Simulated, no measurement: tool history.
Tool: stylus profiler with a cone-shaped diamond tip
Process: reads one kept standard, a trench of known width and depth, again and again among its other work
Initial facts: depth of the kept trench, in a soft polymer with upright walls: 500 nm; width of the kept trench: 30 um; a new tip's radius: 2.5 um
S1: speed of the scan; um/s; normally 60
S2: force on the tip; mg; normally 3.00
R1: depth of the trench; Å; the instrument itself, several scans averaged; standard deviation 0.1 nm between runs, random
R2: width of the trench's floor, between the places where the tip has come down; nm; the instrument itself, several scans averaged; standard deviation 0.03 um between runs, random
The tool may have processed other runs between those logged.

run,day,S1,S2,R1,R2
1,0.000,60,3.00,5052.9,26780
2,0.729,60,3.00,5055.6,26760
3,1.179,60,3.00,5053.8,26760
4,2.192,60,3.00,5054.4,26760
5,2.912,60,3.00,5053.7,26800
6,3.558,60,3.00,5054.0,26830
7,4.121,60,3.00,5053.3,26810
8,4.875,60,3.00,5055.0,26810
9,5.608,60,3.00,5056.3,26730
10,6.254,72,3.00,5054.8,26700
11,7.133,60,3.00,5055.3,26810
12,7.596,60,3.00,5053.5,26780
13,8.050,60,2.79,5050.0,26820
14,8.942,60,2.79,5052.5,26770
15,9.508,60,2.79,5051.5,26750
16,10.304,224,1.18,5029.5,25730
17,11.171,21,4.05,5066.0,26910
18,12.029,34,3.38,5058.3,26910
19,12.600,34,3.38,5058.6,26850
20,13.271,34,3.38,5059.3,26880
21,14.038,16,1.17,5029.6,26920
22,14.775,155,1.81,5039.6,26290
23,15.271,101,1.08,5027.0,26390
24,16.146,130,8.31,5106.7,26710
25,16.858,60,1.70,5036.6,26740
26,17.546,25,2.11,5045.0,26900
27,18.267,19,1.61,5035.5,26890
28,18.829,15,7.72,5103.1,26930
29,19.671,60,2.27,5046.8,26720

4 ways to go on from here, each from the tool as it stands after run 29. What would each give?
A,20.517,60,1.33,?,?
B,20.517,28,8.11,?,?
C,20.517,53,1.14,?,?
D,20.517,36,5.52,?,?

run,R1,R2
A,5031.5,26640
B,5104.9,26990
C,5030.1,26670
D,5082.1,26890
Without the tool's hidden state the same runs would have given:
run,R1,R2
A,5031.4,26640
B,5104.8,26990
C,5030.0,26680
D,5082.0,26900

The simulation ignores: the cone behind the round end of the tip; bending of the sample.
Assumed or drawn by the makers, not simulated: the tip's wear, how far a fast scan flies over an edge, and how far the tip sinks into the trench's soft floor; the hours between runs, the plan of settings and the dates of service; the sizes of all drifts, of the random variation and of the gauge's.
